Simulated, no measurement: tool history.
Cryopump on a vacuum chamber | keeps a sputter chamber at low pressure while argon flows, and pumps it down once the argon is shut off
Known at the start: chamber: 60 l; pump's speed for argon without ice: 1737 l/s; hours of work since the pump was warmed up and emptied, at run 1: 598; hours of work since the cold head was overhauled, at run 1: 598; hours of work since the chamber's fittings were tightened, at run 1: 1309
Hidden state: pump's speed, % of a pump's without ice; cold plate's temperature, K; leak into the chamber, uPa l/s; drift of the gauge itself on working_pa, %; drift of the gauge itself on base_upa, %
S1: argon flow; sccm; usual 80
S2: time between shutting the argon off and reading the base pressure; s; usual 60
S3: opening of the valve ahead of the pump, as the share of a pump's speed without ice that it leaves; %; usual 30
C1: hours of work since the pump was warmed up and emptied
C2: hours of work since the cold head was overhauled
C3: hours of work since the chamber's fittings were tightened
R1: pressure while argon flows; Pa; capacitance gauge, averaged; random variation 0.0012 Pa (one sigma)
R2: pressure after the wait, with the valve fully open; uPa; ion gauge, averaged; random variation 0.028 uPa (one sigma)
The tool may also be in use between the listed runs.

{"run": 1, "hour": 0.0, "S1": 80, "S2": 60, "S3": 30, "C1": 598, "C2": 598, "C3": 1309, "R1": 0.2677, "R2": 1.71}
{"run": 2, "hour": 19.6, "S1": 80, "S2": 60, "S3": 30, "C1": 608, "C2": 608, "C3": 1318, "R1": 0.2666, "R2": 1.76}
{"run": 3, "hour": 46.7, "S1": 80, "S2": 60, "S3": 30, "C1": 620, "C2": 620, "C3": 1331, "R1": 0.2689, "R2": 1.76}
{"run": 4, "hour": 64.6, "S1": 38, "S2": 60, "S3": 30, "C1": 629, "C2": 629, "C3": 1339, "R1": 0.1268, "R2": 1.77}
{"run": 5, "hour": 93.4, "S1": 80, "S2": 60, "S3": 30, "C1": 642, "C2": 642, "C3": 1353, "R1": 0.2652, "R2": 1.74}
{"run": 6, "hour": 116.8, "S1": 88, "S2": 60, "S3": 30, "C1": 653, "C2": 653, "C3": 1364, "R1": 0.2956, "R2": 1.81}
{"run": 7, "hour": 132.3, "S1": 80, "S2": 60, "S3": 30, "C1": 660, "C2": 660, "C3": 1371, "R1": 0.2684, "R2": 1.74}
{"run": 8, "hour": 166.0, "S1": 80, "S2": 60, "S3": 30, "C1": 676, "C2": 676, "C3": 1387, "R1": 0.2651, "R2": 1.72}
{"run": 9, "hour": 184.3, "S1": 80, "S2": 60, "S3": 30, "C1": 685, "C2": 685, "C3": 1395, "R1": 0.2688, "R2": 1.82}
{"run": 10, "hour": 219.2, "S1": 96, "S2": 60, "S3": 30, "C1": 701, "C2": 701, "C3": 1412, "R1": 0.3224, "R2": 1.8}
{"run": 11, "hour": 247.0, "S1": 80, "S2": 60, "S3": 30, "C1": 714, "C2": 714, "C3": 1425, "R1": 0.269, "R2": 1.76}
{"run": 12, "hour": 275.7, "S1": 80, "S2": 60, "S3": 32, "C1": 728, "C2": 728, "C3": 1438, "R1": 0.2514, "R2": 1.84}
{"run": 13, "hour": 291.7, "S1": 80, "S2": 60, "S3": 32, "C1": 735, "C2": 735, "C3": 1446, "R1": 0.2533, "R2": 1.79}
{"run": 14, "hour": 312.5, "S1": 80, "S2": 24, "S3": 23, "C1": 745, "C2": 745, "C3": 1455, "R1": 0.347, "R2": 3.58}
{"run": 15, "hour": 330.4, "S1": 33, "S2": 29, "S3": 30, "C1": 753, "C2": 753, "C3": 1464, "R1": 0.1107, "R2": 2.92}
{"run": 16, "hour": 365.7, "S1": 38, "S2": 21, "S3": 43, "C1": 770, "C2": 770, "C3": 1480, "R1": 0.0907, "R2": 3.91}
{"run": 17, "hour": 381.5, "S1": 47, "S2": 120, "S3": 50, "C1": 777, "C2": 777, "C3": 1488, "R1": 0.097, "R2": 1.23}
{"run": 18, "hour": 402.9, "S1": 56, "S2": 115, "S3": 23, "C1": 787, "C2": 787, "C3": 1498, "R1": 0.2444, "R2": 1.33}
{"run": 19, "hour": 437.1, "S1": 78, "S2": 69, "S3": 30, "C1": 803, "C2": 803, "C3": 1514, "R1": 0.2647, "R2": 1.71}
{"run": 20, "hour": 453.5, "S1": 140, "S2": 60, "S3": 33, "C1": 811, "C2": 811, "C3": 1522, "R1": 0.4304, "R2": 1.85}
{"run": 21, "hour": 468.3, "S1": 110, "S2": 132, "S3": 30, "C1": 818, "C2": 818, "C3": 1529, "R1": 0.3714, "R2": 1.21}
{"run": 22, "hour": 484.7, "S1": 110, "S2": 132, "S3": 30, "C1": 826, "C2": 826, "C3": 1536, "R1": 0.3681, "R2": 1.24}
{"run": 23, "hour": 506.7, "S1": 39, "S2": 178, "S3": 30, "C1": 836, "C2": 836, "C3": 1547, "R1": 0.1329, "R2": 1.1}

Forecast each of these 3 alternatives for the next run:
{"run": "A", "hour": 538.4, "S1": 58, "S2": 178, "S3": 22, "C1": 851, "C2": 851, "C3": 1561, "R1": "?", "R2": "?"}
{"run": "B", "hour": 538.4, "S1": 77, "S2": 57, "S3": 16, "C1": 851, "C2": 851, "C3": 1561, "R1": "?", "R2": "?"}
{"run": "C", "hour": 538.4, "S1": 88, "S2": 72, "S3": 35, "C1": 851, "C2": 851, "C3": 1561, "R1": "?", "R2": "?"}

run=A R1=0.2646 R2=1.1
run=B R1=0.4824 R2=1.85
run=C R1=0.2567 R2=1.66
Without the tool's hidden state the same runs would have given:
run=A R1=0.2562 R2=0.53
run=B R1=0.4712 R2=1.29
run=C R1=0.244 R2=1.09
